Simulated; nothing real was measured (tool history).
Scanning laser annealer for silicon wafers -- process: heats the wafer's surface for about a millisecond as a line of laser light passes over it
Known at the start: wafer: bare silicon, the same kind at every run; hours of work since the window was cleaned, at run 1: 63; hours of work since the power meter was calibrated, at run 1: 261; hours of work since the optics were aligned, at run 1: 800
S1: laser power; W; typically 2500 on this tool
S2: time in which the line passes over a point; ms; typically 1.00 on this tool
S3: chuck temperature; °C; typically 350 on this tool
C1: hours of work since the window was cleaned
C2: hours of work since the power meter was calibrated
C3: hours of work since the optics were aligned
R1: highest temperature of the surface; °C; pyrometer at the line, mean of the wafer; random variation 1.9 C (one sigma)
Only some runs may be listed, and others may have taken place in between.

run    day    S1    S2   S3   C1   C2   C3    R1
  1  0.000  2500  1.00  350   63  261  800  1104
  2  0.325  2500  1.00  350   68  266  805  1109
  3  0.617  2500  1.00  350   73  271  810  1104
  4  0.958  2500  0.94  350   79  277  816  1086
  5  1.354  2500  0.94  326   85  283  823  1058
  6  1.729  2500  1.00  350   92  290  829  1103
  7  2.075  2500  1.00  350   97  295  835  1106
  8  2.350  2500  1.00  350  102  300  839  1101
  9  2.712  2553  0.84  375  108  306  845  1091
 10  2.958  2553  0.84  375  112  310  849  1091
 11  3.292  2525  0.84  375  118  316  855  1084
 12  3.604  2525  0.84  375  123  321  860  1077
 13  3.908  2638  0.96  376  128  326  865  1160
 14  4.258  2638  0.96  376  134  332  871  1158
 15  4.617  2637  1.25  321  140  338  877  1198
 16  4.846  2439  0.75  337  143  341  881   988

Pick out some run-to-run changes in R1. Of each, how much would a tool without hidden state show as well, from the settings, what came in and chance, and how much is left for the hidden state and any gauge scatter not in both results compared?
The hidden state here: light that passes the window, % of a clean one's; laser's true power over the reading, %; width of the line over the set one, %; drift of the gauge itself on peak_c, C.
Run 15 -> 16: S1 2637 -> 2439, S2 1.25 -> 0.75, S3 321 -> 337. R1 -210 °C: hidden state +4, all else -214.
